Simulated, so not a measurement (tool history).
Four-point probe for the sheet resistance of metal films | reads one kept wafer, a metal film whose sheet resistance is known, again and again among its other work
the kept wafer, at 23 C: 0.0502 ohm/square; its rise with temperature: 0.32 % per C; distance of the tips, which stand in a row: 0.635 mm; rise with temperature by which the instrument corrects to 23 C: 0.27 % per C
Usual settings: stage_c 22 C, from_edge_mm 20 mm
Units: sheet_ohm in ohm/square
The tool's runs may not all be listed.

| run | hour | stage_c | from_edge_mm | sheet_ohm |
|---|---|---|---|---|
| 1 | 0.0 | 22 | 20 | 0.050331 |
| 2 | 72.7 | 22 | 20 | 0.050340 |
| 3 | 114.4 | 22 | 20 | 0.050357 |
| 4 | 182.1 | 22 | 20 | 0.050349 |
| 5 | 245.3 | 22 | 20 | 0.050391 |
| 6 | 313.5 | 19 | 20 | 0.050314 |
| 7 | 396.0 | 19 | 20 | 0.050313 |
| 8 | 462.1 | 29 | 20 | 0.050581 |
| 9 | 552.5 | 29 | 20 | 0.050593 |
| 10 | 609.7 | 20 | 20 | 0.050366 |
| 11 | 686.0 | 20 | 20 | 0.050372 |
| 12 | 758.4 | 20 | 20 | 0.050413 |
| 13 | 842.3 | 20 | 20 | 0.050416 |
| 14 | 885.5 | 22 | 20 | 0.050471 |
| 15 | 977.4 | 22 | 20 | 0.050482 |
|  | 1012.9 | stage's thermometer calibrated |
| 16 | 1038.2 | 20 | 20 | 0.050308 |
| 17 | 1084.5 | 20 | 20 | 0.050343 |
| 18 | 1166.7 | 20 | 5 | 0.050764 |
| 19 | 1249.7 | 20 | 5 | 0.050777 |
| 20 | 1319.6 | 20 | 5 | 0.050795 |
| 21 | 1413.0 | 20 | 58 | 0.050360 |
| 22 | 1455.9 | 20 | 15 | 0.050417 |
| 23 | 1517.0 | 28 | 25 | 0.050601 |
| 24 | 1604.6 | 24 | 65 | 0.050489 |
| 25 | 1692.0 | 33 | 21 | 0.050759 |
| 26 | 1773.1 | 25 | 53 | 0.050551 |
| 27 | 1818.4 | 32 | 15 | 0.050788 |
| 28 | 1908.9 | 20 | 8 | 0.050601 |
| 29 | 1992.2 | 19 | 6 | 0.050731 |
| 30 | 2066.2 | 33 | 23 | 0.050794 |
| 31 | 2138.6 | 22 | 16 | 0.050568 |
| 32 | 2226.3 | 32 | 3 | 0.051989 |
| 33 | 2293.3 | 20 | 27 | 0.050509 |
| 34 | 2335.8 | 27 | 4 | 0.051359 |
| 35 | 2425.9 | 27 | 4 | 0.051361 |
| 36 | 2507.2 | 27 | 4 | 0.051385 |
| 37 | 2589.9 | 27 | 4 | 0.051390 |
| 38 | 2678.7 | 31 | 11 | 0.050920 |
| 39 | 2775.3 | 18 | 20 | 0.050557 |
| 40 | 2848.8 | 24 | 7 | 0.050897 |
| 41 | 2903.8 | 21 | 28 | 0.050633 |
| 42 | 2970.1 | 21 | 33 | 0.050646 |
| 43 | 3047.0 | 22 | 23 | 0.050687 |
|  | 3063.7 | new probe head fitted |
| 44 | 3101.1 | 30 | 39 | 0.050249 |

5 ways to go on from here, each from the tool as it stands after run 44. What would each give?
| A | 3141.7 | 26 | 39 | ? |
| B | 3141.7 | 23 | 5 | ? |
| C | 3141.7 | 22 | 31 | ? |
| D | 3141.7 | 30 | 13 | ? |
| E | 3141.7 | 29 | 4 | ? |

| run | sheet_ohm |
|---|---|
| A | 0.050161 |
| B | 0.050527 |
| C | 0.050073 |
| D | 0.050310 |
| E | 0.050907 |
Without the tool's hidden state the same runs would have given:
| run | sheet_ohm |
|---|---|
| A | 0.050276 |
| B | 0.050641 |
| C | 0.050187 |
| D | 0.050426 |
| E | 0.051024 |
